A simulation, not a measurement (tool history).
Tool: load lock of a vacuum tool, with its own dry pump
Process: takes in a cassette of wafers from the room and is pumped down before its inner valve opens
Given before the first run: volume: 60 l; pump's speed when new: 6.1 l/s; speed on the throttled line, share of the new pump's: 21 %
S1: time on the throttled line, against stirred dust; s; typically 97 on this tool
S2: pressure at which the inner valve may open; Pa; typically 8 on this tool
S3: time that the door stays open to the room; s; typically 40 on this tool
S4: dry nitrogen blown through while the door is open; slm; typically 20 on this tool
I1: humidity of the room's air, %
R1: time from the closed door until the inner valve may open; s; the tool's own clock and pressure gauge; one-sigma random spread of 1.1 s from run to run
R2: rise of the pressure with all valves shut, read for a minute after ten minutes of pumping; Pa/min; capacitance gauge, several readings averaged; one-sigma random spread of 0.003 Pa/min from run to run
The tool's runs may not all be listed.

run 1 hour=0 | S1=97 S2=8 S3=40 S4=20 | I1=46.8 | R1=176.2 R2=0.019
run 2 hour=40.8 | S1=97 S2=8 S3=40 S4=6 | I1=43.6 | R1=176 R2=0.032
run 3 hour=124.7 | S1=76 S2=8 S3=40 S4=20 | I1=47 | R1=160.2 R2=0.025
run 4 hour=175 | S1=76 S2=8 S3=40 S4=20 | I1=44.6 | R1=160.8 R2=0.022
run 5 hour=248.4 | S1=76 S2=8 S3=40 S4=20 | I1=44.2 | R1=159.2 R2=0.022
run 6 hour=320.2 | S1=76 S2=8 S3=40 S4=20 | I1=46.2 | R1=159.3 R2=0.017
run 7 hour=397.7 | S1=76 S2=8 S3=40 S4=5 | I1=45.2 | R1=160.5 R2=0.038
run 8 hour=437 | S1=97 S2=7 S3=40 S4=20 | I1=43 | R1=178.2 R2=0.019
run 9 hour=481.1 | S1=97 S2=7 S3=40 S4=10 | I1=44.1 | R1=176 R2=0.032
run 10 hour=566.9 | S1=97 S2=8 S3=40 S4=12 | I1=45.4 | R1=175.4 R2=0.033
run 11 hour=643.8 | S1=97 S2=8 S3=40 S4=12 | I1=48.2 | R1=178.2 R2=0.035
run 12 hour=692.9 | S1=97 S2=8 S3=40 S4=43 | I1=43.1 | R1=176.5 R2=0.007
run 13 hour=786 | S1=97 S2=8 S3=40 S4=43 | I1=43.3 | R1=175.4 R2=0.013
run 14 hour=858.4 | S1=97 S2=8 S3=40 S4=43 | I1=44.2 | R1=175.8 R2=0.018
run 15 hour=931.4 | S1=97 S2=8 S3=40 S4=43 | I1=44.5 | R1=176.8 R2=0.013
run 16 hour=991.3 | S1=97 S2=8 S3=40 S4=43 | I1=44.5 | R1=175.9 R2=0.016
run 17 hour=1067.7 | S1=97 S2=8 S3=40 S4=43 | I1=42.2 | R1=178 R2=0.019
run 18 hour=1122 | S1=97 S2=7 S3=40 S4=20 | I1=44.8 | R1=177 R2=0.023
run 19 hour=1182 | S1=97 S2=7 S3=40 S4=20 | I1=42.7 | R1=179.4 R2=0.025
run 20 hour=1233 | S1=97 S2=7 S3=40 S4=20 | I1=42.4 | R1=179.7 R2=0.021
run 21 hour=1297.3 | S1=97 S2=8 S3=138 S4=5 | I1=44.8 | R1=176.5 R2=0.075
run 22 hour=1370.2 | S1=88 S2=8 S3=29 S4=9 | I1=45.4 | R1=169.4 R2=0.034
run 23 hour=1458.2 | S1=88 S2=8 S3=29 S4=9 | I1=42.7 | R1=169.5 R2=0.03
run 24 hour=1519.2 | S1=59 S2=9 S3=30 S4=19 | I1=44.8 | R1=145.7 R2=0.025
run 25 hour=1603.6 | S1=59 S2=6 S3=30 S4=5 | I1=43 | R1=150.8 R2=0.039
run 26 hour=1656.3 | S1=97 S2=8 S3=131 S4=20 | I1=44.3 | R1=176.9 R2=0.045
run 27 hour=1747.3 | S1=84 S2=11 S3=40 S4=20 | I1=47.1 | R1=163.6 R2=0.032
run 28 hour=1798.8 | S1=84 S2=11 S3=40 S4=20 | I1=43.7 | R1=162.3 R2=0.028
run 29 hour=1887.3 | S1=78 S2=9 S3=145 S4=20 | I1=47.4 | R1=160.1 R2=0.054
run 30 hour=1939.5 | S1=78 S2=9 S3=43 S4=8 | I1=41.2 | R1=161.3 R2=0.037
run 31 hour=2006 | S1=78 S2=9 S3=43 S4=8 | I1=44.3 | R1=161.3 R2=0.038
run 32 hour=2068.6 | S1=78 S2=7 S3=87 S4=8 | I1=42.1 | R1=164 R2=0.057
run 33 hour=2109.1 | S1=78 S2=7 S3=87 S4=8 | I1=43.5 | R1=164 R2=0.056
run 34 hour=2153.7 | S1=185 S2=9 S3=32 S4=16 | I1=47.3 | R1=245.4 R2=0.031
run 35 hour=2246.5 | S1=178 S2=11 S3=49 S4=12 | I1=46.7 | R1=238.7 R2=0.04
run 36 hour=2318.3 | S1=48 S2=8 S3=48 S4=18 | I1=43.9 | R1=139.5 R2=0.035
run 37 hour=2366 | S1=48 S2=8 S3=48 S4=18 | I1=46 | R1=140.1 R2=0.035

Results for each run, recomputed without the tool's hidden state and with each run's random variation untouched:
The tool's hidden condition here consists of: pump's speed, % of a new pump's; leak at the door's seal, Pa l/s; drift of the gauge itself on ready_s, %; drift of the gauge itself on rise_pa_min, %.
run=1 R1=171.5 R2=0.018
run=2 R1=171.2 R2=0.031
run=3 R1=155.1 R2=0.024
run=4 R1=155.7 R2=0.02
run=5 R1=154.1 R2=0.019
run=6 R1=154.1 R2=0.014
run=7 R1=155.2 R2=0.035
run=8 R1=173 R2=0.016
run=9 R1=170.9 R2=0.028
run=10 R1=170.3 R2=0.029
run=11 R1=173 R2=0.031
run=12 R1=171.3 R2=0.003
run=13 R1=170.2 R2=0.008
run=14 R1=170.6 R2=0.013
run=15 R1=171.5 R2=0.008
run=16 R1=170.5 R2=0.01
run=17 R1=172.5 R2=0.013
run=18 R1=171.5 R2=0.017
run=19 R1=173.8 R2=0.018
run=20 R1=174 R2=0.014
run=21 R1=170.9 R2=0.068
run=22 R1=163.5 R2=0.027
run=23 R1=163.5 R2=0.023
run=24 R1=139.5 R2=0.017
run=25 R1=144 R2=0.03
run=26 R1=171.1 R2=0.036
run=27 R1=157.8 R2=0.023
run=28 R1=156.5 R2=0.019
run=29 R1=153.8 R2=0.045
run=30 R1=154.9 R2=0.028
run=31 R1=154.9 R2=0.028
run=32 R1=157.4 R2=0.047
run=33 R1=157.3 R2=0.045
run=34 R1=240.7 R2=0.021
run=35 R1=234.3 R2=0.029
run=36 R1=132.4 R2=0.023
run=37 R1=133 R2=0.024

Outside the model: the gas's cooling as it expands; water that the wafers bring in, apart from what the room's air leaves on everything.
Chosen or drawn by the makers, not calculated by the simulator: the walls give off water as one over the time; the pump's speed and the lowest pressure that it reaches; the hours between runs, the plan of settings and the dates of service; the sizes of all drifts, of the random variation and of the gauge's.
